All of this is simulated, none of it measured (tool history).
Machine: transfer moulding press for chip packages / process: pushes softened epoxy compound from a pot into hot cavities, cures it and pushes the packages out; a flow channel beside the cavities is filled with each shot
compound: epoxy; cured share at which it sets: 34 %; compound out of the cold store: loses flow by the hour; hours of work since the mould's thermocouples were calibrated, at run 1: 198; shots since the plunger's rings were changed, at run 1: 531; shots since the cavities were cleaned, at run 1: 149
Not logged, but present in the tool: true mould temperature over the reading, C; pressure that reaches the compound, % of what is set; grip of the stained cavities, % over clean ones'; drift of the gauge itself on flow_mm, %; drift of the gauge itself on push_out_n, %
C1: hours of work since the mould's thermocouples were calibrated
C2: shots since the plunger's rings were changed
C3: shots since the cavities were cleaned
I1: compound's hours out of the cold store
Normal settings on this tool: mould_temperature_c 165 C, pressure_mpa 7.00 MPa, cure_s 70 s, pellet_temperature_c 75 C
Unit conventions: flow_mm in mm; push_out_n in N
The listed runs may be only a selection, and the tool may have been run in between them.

run 1 hour=0.0 | mould_temperature_c=165 pressure_mpa=7.00 cure_s=70 pellet_temperature_c=75 | C1=198 C2=531 C3=149 | I1=16.2 | flow_mm=758 push_out_n=644
-- hour=32.8 cavities cleaned with cleaning compound and waxed
run 2 hour=52.9 | mould_temperature_c=165 pressure_mpa=7.00 cure_s=70 pellet_temperature_c=71 | C1=225 C2=1138 C3=237 | I1=17.7 | flow_mm=753 push_out_n=702
-- hour=79.9 cavities cleaned with cleaning compound and waxed
run 3 hour=92.1 | mould_temperature_c=165 pressure_mpa=7.00 cure_s=70 pellet_temperature_c=75 | C1=245 C2=1583 C3=144 | I1=22.9 | flow_mm=740 push_out_n=618
run 4 hour=121.6 | mould_temperature_c=165 pressure_mpa=7.00 cure_s=70 pellet_temperature_c=75 | C1=260 C2=1932 C3=493 | I1=16.4 | flow_mm=740 push_out_n=788
-- hour=127.4 cavities cleaned with cleaning compound and waxed
run 5 hour=167.0 | mould_temperature_c=165 pressure_mpa=7.00 cure_s=70 pellet_temperature_c=75 | C1=283 C2=2450 C3=468 | I1=10.6 | flow_mm=753 push_out_n=811
-- hour=175.1 cavities cleaned with cleaning compound and waxed
run 6 hour=204.3 | mould_temperature_c=165 pressure_mpa=7.00 cure_s=70 pellet_temperature_c=65 | C1=302 C2=2872 C3=344 | I1=8.1 | flow_mm=752 push_out_n=790
-- hour=220.5 cavities cleaned with cleaning compound and waxed
run 7 hour=247.0 | mould_temperature_c=165 pressure_mpa=7.00 cure_s=70 pellet_temperature_c=65 | C1=324 C2=3360 C3=314 | I1=18.8 | flow_mm=728 push_out_n=711
-- hour=265.7 cavities cleaned with cleaning compound and waxed
run 8 hour=299.7 | mould_temperature_c=165 pressure_mpa=7.00 cure_s=70 pellet_temperature_c=65 | C1=351 C2=3964 C3=401 | I1=34.2 | flow_mm=670 push_out_n=752
-- hour=313.0 cavities cleaned with cleaning compound and waxed
run 9 hour=339.8 | mould_temperature_c=165 pressure_mpa=7.00 cure_s=66 pellet_temperature_c=75 | C1=371 C2=4420 C3=317 | I1=35.8 | flow_mm=664 push_out_n=783
-- hour=360.0 cavities cleaned with cleaning compound and waxed
run 10 hour=395.6 | mould_temperature_c=165 pressure_mpa=7.00 cure_s=70 pellet_temperature_c=75 | C1=399 C2=5061 C3=420 | I1=27.2 | flow_mm=676 push_out_n=726
-- hour=404.7 cavities cleaned with cleaning compound and waxed
run 11 hour=431.0 | mould_temperature_c=165 pressure_mpa=7.00 cure_s=70 pellet_temperature_c=85 | C1=417 C2=5461 C3=310 | I1=38.8 | flow_mm=646 push_out_n=688
-- hour=452.0 cavities cleaned with cleaning compound and waxed
run 12 hour=461.1 | mould_temperature_c=165 pressure_mpa=7.00 cure_s=70 pellet_temperature_c=85 | C1=432 C2=5799 C3=108 | I1=26.2 | flow_mm=663 push_out_n=566
-- hour=498.2 cavities cleaned with cleaning compound and waxed
run 13 hour=510.9 | mould_temperature_c=165 pressure_mpa=7.00 cure_s=70 pellet_temperature_c=85 | C1=457 C2=6370 C3=151 | I1=19.5 | flow_mm=670 push_out_n=615
-- hour=529.2 plunger's sealing rings changed
run 14 hour=541.1 | mould_temperature_c=165 pressure_mpa=7.00 cure_s=70 pellet_temperature_c=85 | C1=472 C2=140 C3=477 | I1=34.6 | flow_mm=710 push_out_n=723
-- hour=547.6 cavities cleaned with cleaning compound and waxed
run 15 hour=571.0 | mould_temperature_c=165 pressure_mpa=7.00 cure_s=70 pellet_temperature_c=85 | C1=487 C2=476 C3=277 | I1=35.2 | flow_mm=700 push_out_n=678
-- hour=588.2 mould's thermocouples calibrated
-- hour=595.9 cavities cleaned with cleaning compound and waxed
run 16 hour=612.4 | mould_temperature_c=165 pressure_mpa=5.37 cure_s=68 pellet_temperature_c=77 | C1=12 C2=923 C3=194 | I1=31.4 | flow_mm=625 push_out_n=707
run 17 hour=637.1 | mould_temperature_c=165 pressure_mpa=5.37 cure_s=68 pellet_temperature_c=83 | C1=25 C2=1216 C3=487 | I1=36.3 | flow_mm=614 push_out_n=827
-- hour=642.3 cavities cleaned with cleaning compound and waxed
run 18 hour=668.3 | mould_temperature_c=168 pressure_mpa=5.37 cure_s=68 pellet_temperature_c=83 | C1=40 C2=1566 C3=307 | I1=27.2 | flow_mm=626 push_out_n=623
-- hour=687.7 cavities cleaned with cleaning compound and waxed
run 19 hour=702.8 | mould_temperature_c=168 pressure_mpa=7.96 cure_s=68 pellet_temperature_c=82 | C1=58 C2=1956 C3=178 | I1=21.7 | flow_mm=769 push_out_n=577
-- hour=732.5 cavities cleaned with cleaning compound and waxed
run 20 hour=732.5 | mould_temperature_c=168 pressure_mpa=7.96 cure_s=68 pellet_temperature_c=82 | C1=72 C2=2289 C3=0 | I1=31.6 | flow_mm=730 push_out_n=461
-- hour=778.0 cavities cleaned with cleaning compound and waxed
run 21 hour=786.0 | mould_temperature_c=168 pressure_mpa=7.96 cure_s=68 pellet_temperature_c=82 | C1=100 C2=2903 C3=94 | I1=24.2 | flow_mm=742 push_out_n=513
run 22 hour=820.8 | mould_temperature_c=164 pressure_mpa=7.96 cure_s=81 pellet_temperature_c=82 | C1=118 C2=3314 C3=505 | I1=23.6 | flow_mm=766 push_out_n=648
-- hour=824.9 cavities cleaned with cleaning compound and waxed
run 23 hour=848.6 | mould_temperature_c=165 pressure_mpa=7.00 cure_s=70 pellet_temperature_c=76 | C1=132 C2=3625 C3=281 | I1=33.8 | flow_mm=684 push_out_n=682
-- hour=871.3 cavities cleaned with cleaning compound and waxed
run 24 hour=902.8 | mould_temperature_c=165 pressure_mpa=7.66 cure_s=105 pellet_temperature_c=70 | C1=159 C2=4247 C3=372 | I1=35.9 | flow_mm=690 push_out_n=533
-- hour=918.5 cavities cleaned with cleaning compound and waxed
run 25 hour=935.5 | mould_temperature_c=160 pressure_mpa=6.97 cure_s=56 pellet_temperature_c=67 | C1=176 C2=4615 C3=200 | I1=39.1 | flow_mm=667 push_out_n=1545
-- hour=963.3 cavities cleaned with cleaning compound and waxed
run 26 hour=968.7 | mould_temperature_c=160 pressure_mpa=6.97 cure_s=88 pellet_temperature_c=81 | C1=192 C2=4990 C3=64 | I1=13.0 | flow_mm=716 push_out_n=496

Branching from run 26: 4 alternative next runs. What would each branch give?
run A hour=1001.0 | mould_temperature_c=160 pressure_mpa=6.97 cure_s=88 pellet_temperature_c=79 | C1=209 C2=5372 C3=446 | I1=25.8 | flow_mm=? push_out_n=?
run B hour=1001.0 | mould_temperature_c=172 pressure_mpa=6.12 cure_s=70 pellet_temperature_c=79 | C1=209 C2=5372 C3=446 | I1=45.7 | flow_mm=? push_out_n=?
run C hour=1001.0 | mould_temperature_c=165 pressure_mpa=7.00 cure_s=63 pellet_temperature_c=75 | C1=209 C2=5372 C3=446 | I1=23.8 | flow_mm=? push_out_n=?
run D hour=1001.0 | mould_temperature_c=165 pressure_mpa=8.21 cure_s=65 pellet_temperature_c=75 | C1=209 C2=5372 C3=446 | I1=45.6 | flow_mm=? push_out_n=?

run=A flow_mm=688 push_out_n=698
run=B flow_mm=574 push_out_n=582
run=C flow_mm=675 push_out_n=976
run=D flow_mm=683 push_out_n=880
With the hidden condition removed and each run's random variation left untouched, the same runs would have given:
run=A flow_mm=758 push_out_n=465
run=B flow_mm=632 push_out_n=383
run=C flow_mm=743 push_out_n=656
run=D flow_mm=751 push_out_n=589

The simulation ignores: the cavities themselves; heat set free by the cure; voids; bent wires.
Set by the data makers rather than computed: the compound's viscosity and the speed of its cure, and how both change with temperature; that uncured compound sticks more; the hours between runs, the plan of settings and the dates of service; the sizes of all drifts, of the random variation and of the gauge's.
